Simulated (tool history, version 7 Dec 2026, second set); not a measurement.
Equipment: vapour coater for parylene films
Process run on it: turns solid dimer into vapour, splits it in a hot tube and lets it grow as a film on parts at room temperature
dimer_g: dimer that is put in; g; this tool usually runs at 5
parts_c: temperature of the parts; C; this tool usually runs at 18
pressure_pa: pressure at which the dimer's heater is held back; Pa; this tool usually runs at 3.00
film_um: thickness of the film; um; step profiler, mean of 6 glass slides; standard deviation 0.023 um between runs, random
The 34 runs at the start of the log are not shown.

run,hour,dimer_g,parts_c,pressure_pa,film_um
35,467.9,7,13,3.00,5.14
36,483.8,4,18,7.94,2.07
37,493.6,3,18,7.94,1.57
38,507.8,7,19,3.05,4.46
# hour 516.8: trap's valve overhauled
39,531.4,7,19,3.05,4.54
40,541.3,8,19,3.00,5.23
41,549.9,8,19,3.00,5.20
42,567.1,5,18,2.33,3.53
43,576.9,2,18,3.07,1.32
44,590.1,2,18,3.07,1.32
45,600.1,2,18,3.07,1.30
46,617.8,2,18,3.07,1.32
47,626.9,3,14,9.32,1.62

3 ways to go on from here, each from the tool as it stands after run 47. What would each give?
A,636.4,8,14,5.88,?
B,636.4,2,16,2.01,?
C,636.4,3,22,3.16,?

run,film_um
A,4.92
B,1.53
C,1.84
The same runs, with their run-to-run variation unchanged, on a tool lacking any hidden condition would have given:
run,film_um
A,4.92
B,1.53
C,1.84
